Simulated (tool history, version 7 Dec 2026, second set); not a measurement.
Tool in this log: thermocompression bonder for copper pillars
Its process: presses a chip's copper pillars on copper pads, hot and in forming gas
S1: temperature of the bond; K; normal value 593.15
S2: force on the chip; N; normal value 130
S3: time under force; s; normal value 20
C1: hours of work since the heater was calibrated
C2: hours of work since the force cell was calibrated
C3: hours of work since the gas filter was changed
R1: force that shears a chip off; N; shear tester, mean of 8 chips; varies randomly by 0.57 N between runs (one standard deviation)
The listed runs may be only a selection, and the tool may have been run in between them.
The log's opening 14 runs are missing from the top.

run 15 day=5.296 | S1=593.15 S2=130 S3=20 | C1=824 C2=321 C3=190 | R1=56.5
run 16 day=5.742 | S1=593.15 S2=130 S3=20 | C1=831 C2=327 C3=196 | R1=56.2
run 17 day=6.125 | S1=593.15 S2=130 S3=20 | C1=837 C2=333 C3=202 | R1=56.4
run 18 day=6.496 | S1=593.15 S2=130 S3=20 | C1=843 C2=339 C3=208 | R1=56.4
run 19 day=6.950 | S1=593.15 S2=130 S3=20 | C1=850 C2=346 C3=215 | R1=56.3
run 20 day=7.425 | S1=593.15 S2=130 S3=22 | C1=857 C2=354 C3=223 | R1=59.2
run 21 day=7.654 | S1=593.15 S2=130 S3=22 | C1=861 C2=357 C3=226 | R1=59.3
run 22 day=8.025 | S1=580.15 S2=149 S3=36 | C1=867 C2=363 C3=232 | R1=67.7
run 23 day=8.283 | S1=567.15 S2=149 S3=19 | C1=871 C2=367 C3=236 | R1=44.2
run 24 day=8.721 | S1=567.15 S2=149 S3=19 | C1=878 C2=374 C3=243 | R1=42.4
run 25 day=9.050 | S1=584.15 S2=127 S3=28 | C1=883 C2=379 C3=248 | R1=55.8
run 26 day=9.404 | S1=621.15 S2=127 S3=41 | C1=888 C2=385 C3=254 | R1=97.9
run 27 day=9.879 | S1=621.15 S2=127 S3=41 | C1=896 C2=392 C3=261 | R1=99.3
run 28 day=10.212 | S1=593.15 S2=130 S3=24 | C1=901 C2=397 C3=266 | R1=60.2
run 29 day=10.717 | S1=572.15 S2=97 S3=17 | C1=909 C2=405 C3=274 | R1=26.8
run 30 day=11.233 | S1=565.15 S2=130 S3=11 | C1=917 C2=413 C3=282 | R1=28.3
run 31 day=11.488 | S1=572.15 S2=172 S3=14 | C1=921 C2=417 C3=286 | R1=47.4
run 32 day=11.912 | S1=566.15 S2=102 S3=19 | C1=927 C2=424 C3=293 | R1=27.4
run 33 day=12.425 | S1=566.15 S2=102 S3=19 | C1=935 C2=432 C3=301 | R1=27.8
run 34 day=12.717 | S1=600.15 S2=130 S3=12 | C1=940 C2=436 C3=305 | R1=50.7
run 35 day=13.096 | S1=620.15 S2=95 S3=24 | C1=946 C2=442 C3=311 | R1=63.6
run 36 day=13.488 | S1=593.15 S2=132 S3=20 | C1=952 C2=448 C3=317 | R1=57.1
run 37 day=13.992 | S1=603.15 S2=183 S3=20 | C1=960 C2=456 C3=325 | R1=89.8
run 38 day=14.342 | S1=595.15 S2=183 S3=21 | C1=965 C2=462 C3=331 | R1=82.7
run 39 day=14.858 | S1=595.15 S2=183 S3=21 | C1=973 C2=470 C3=339 | R1=82.3

Consider 3 possible next runs. They are alternatives, not a sequence: every one starts from the tool as it was left by run 39. What does each give?
run A day=15.092 | S1=593.15 S2=180 S3=28 | C1=977 C2=473 C3=342 | R1=?
run B day=15.092 | S1=601.15 S2=183 S3=21 | C1=977 C2=473 C3=342 | R1=?
run C day=15.092 | S1=593.15 S2=97 S3=20 | C1=977 C2=473 C3=342 | R1=?

run=A R1=87.0
run=B R1=87.8
run=C R1=40.7
Without the tool's unlogged condition, the same runs would have read:
run=A R1=86.7
run=B R1=87.5
run=C R1=40.5
